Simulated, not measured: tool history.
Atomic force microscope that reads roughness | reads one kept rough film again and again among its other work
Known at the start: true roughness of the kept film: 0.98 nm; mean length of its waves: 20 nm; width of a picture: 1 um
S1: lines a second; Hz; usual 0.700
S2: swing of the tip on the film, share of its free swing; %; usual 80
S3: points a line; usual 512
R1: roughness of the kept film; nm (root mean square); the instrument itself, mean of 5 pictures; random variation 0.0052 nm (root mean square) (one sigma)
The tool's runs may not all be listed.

{"run": 1, "hour": 0.0, "S1": 0.7, "S2": 80, "S3": 512, "R1": 0.811}
{"run": 2, "hour": 40.6, "S1": 0.7, "S2": 80, "S3": 512, "R1": 0.77}
{"run": 3, "hour": 70.4, "S1": 0.7, "S2": 80, "S3": 512, "R1": 0.743}
{"run": 4, "hour": 111.8, "S1": 0.7, "S2": 80, "S3": 826, "R1": 0.72}
{"hour": 159.2, "done": "new tip fitted"}
{"run": 5, "hour": 164.0, "S1": 0.7, "S2": 80, "S3": 826, "R1": 0.834}
{"run": 6, "hour": 229.8, "S1": 0.7, "S2": 62, "S3": 512, "R1": 0.803}
{"run": 7, "hour": 295.8, "S1": 0.7, "S2": 62, "S3": 512, "R1": 0.747}
{"run": 8, "hour": 332.8, "S1": 0.7, "S2": 80, "S3": 512, "R1": 0.688}
{"hour": 369.6, "done": "new tip fitted"}
{"run": 9, "hour": 393.7, "S1": 0.7, "S2": 80, "S3": 512, "R1": 0.815}
{"run": 10, "hour": 446.7, "S1": 0.7, "S2": 80, "S3": 512, "R1": 0.763}
{"run": 11, "hour": 504.3, "S1": 0.7, "S2": 80, "S3": 512, "R1": 0.716}
{"run": 12, "hour": 564.3, "S1": 0.7, "S2": 80, "S3": 512, "R1": 0.668}
{"hour": 579.5, "done": "new tip fitted"}
{"run": 13, "hour": 594.6, "S1": 0.7, "S2": 80, "S3": 512, "R1": 0.825}
{"run": 14, "hour": 654.3, "S1": 0.7, "S2": 80, "S3": 512, "R1": 0.768}
{"run": 15, "hour": 719.6, "S1": 0.7, "S2": 80, "S3": 512, "R1": 0.724}
{"run": 16, "hour": 752.9, "S1": 0.7, "S2": 80, "S3": 512, "R1": 0.704}
{"hour": 786.4, "done": "new tip fitted"}
{"run": 17, "hour": 786.4, "S1": 2.844, "S2": 80, "S3": 512, "R1": 0.715}
{"run": 18, "hour": 814.5, "S1": 2.844, "S2": 80, "S3": 512, "R1": 0.697}
{"run": 19, "hour": 878.4, "S1": 2.844, "S2": 80, "S3": 512, "R1": 0.648}
{"run": 20, "hour": 912.5, "S1": 0.7, "S2": 80, "S3": 512, "R1": 0.738}
{"run": 21, "hour": 956.8, "S1": 0.7, "S2": 80, "S3": 512, "R1": 0.709}
{"hour": 993.7, "done": "new tip fitted"}
{"run": 22, "hour": 998.1, "S1": 0.7, "S2": 62, "S3": 512, "R1": 0.87}
{"run": 23, "hour": 1031.4, "S1": 0.826, "S2": 72, "S3": 278, "R1": 0.802}
{"run": 24, "hour": 1082.1, "S1": 0.826, "S2": 72, "S3": 278, "R1": 0.744}
{"run": 25, "hour": 1120.6, "S1": 0.826, "S2": 72, "S3": 278, "R1": 0.727}
{"hour": 1125.0, "done": "height scale calibrated on a step standard"}
{"run": 26, "hour": 1176.2, "S1": 2.565, "S2": 70, "S3": 379, "R1": 0.658}
{"hour": 1203.1, "done": "new tip fitted"}
{"run": 27, "hour": 1217.1, "S1": 2.565, "S2": 69, "S3": 379, "R1": 0.785}
{"run": 28, "hour": 1266.3, "S1": 0.713, "S2": 75, "S3": 450, "R1": 0.791}
{"run": 29, "hour": 1299.7, "S1": 0.713, "S2": 75, "S3": 407, "R1": 0.766}
{"run": 30, "hour": 1341.1, "S1": 1.235, "S2": 90, "S3": 407, "R1": 0.66}
{"hour": 1369.7, "done": "height scale calibrated on a step standard, once more"}
{"run": 31, "hour": 1372.5, "S1": 1.82, "S2": 90, "S3": 678, "R1": 0.592}
{"run": 32, "hour": 1407.2, "S1": 0.611, "S2": 90, "S3": 649, "R1": 0.663}
{"hour": 1410.3, "done": "new tip fitted"}
{"run": 33, "hour": 1446.8, "S1": 0.7, "S2": 80, "S3": 783, "R1": 0.797}
{"run": 34, "hour": 1477.7, "S1": 0.712, "S2": 79, "S3": 512, "R1": 0.766}
{"run": 35, "hour": 1515.6, "S1": 2.274, "S2": 57, "S3": 741, "R1": 0.746}
{"run": 36, "hour": 1562.5, "S1": 2.182, "S2": 80, "S3": 631, "R1": 0.629}
{"hour": 1620.3, "done": "new tip fitted"}
{"run": 37, "hour": 1620.3, "S1": 2.182, "S2": 80, "S3": 631, "R1": 0.748}
{"run": 38, "hour": 1682.1, "S1": 0.7, "S2": 80, "S3": 278, "R1": 0.757}
{"run": 39, "hour": 1727.3, "S1": 0.7, "S2": 80, "S3": 278, "R1": 0.718}
{"run": 40, "hour": 1760.2, "S1": 0.7, "S2": 80, "S3": 278, "R1": 0.692}
{"run": 41, "hour": 1805.9, "S1": 0.7, "S2": 89, "S3": 442, "R1": 0.657}

Forecast each of these 5 alternatives for the next run:
{"hour": 1830.4, "done": "new tip fitted"}
{"run": "A", "hour": 1844.8, "S1": 2.217, "S2": 87, "S3": 384, "R1": "?"}
{"hour": 1830.4, "done": "new tip fitted"}
{"run": "B", "hour": 1844.8, "S1": 0.7, "S2": 59, "S3": 278, "R1": "?"}
{"hour": 1830.4, "done": "new tip fitted"}
{"run": "C", "hour": 1844.8, "S1": 1.864, "S2": 80, "S3": 512, "R1": "?"}
{"hour": 1830.4, "done": "new tip fitted"}
{"run": "D", "hour": 1844.8, "S1": 1.226, "S2": 56, "S3": 586, "R1": "?"}
{"hour": 1830.4, "done": "new tip fitted"}
{"run": "E", "hour": 1844.8, "S1": 0.7, "S2": 74, "S3": 474, "R1": "?"}

run=A R1=0.683
run=B R1=0.838
run=C R1=0.749
run=D R1=0.852
run=E R1=0.831
Without the tool's hidden state the same runs would have given:
run=A R1=0.694
run=B R1=0.852
run=C R1=0.761
run=D R1=0.865
run=E R1=0.844
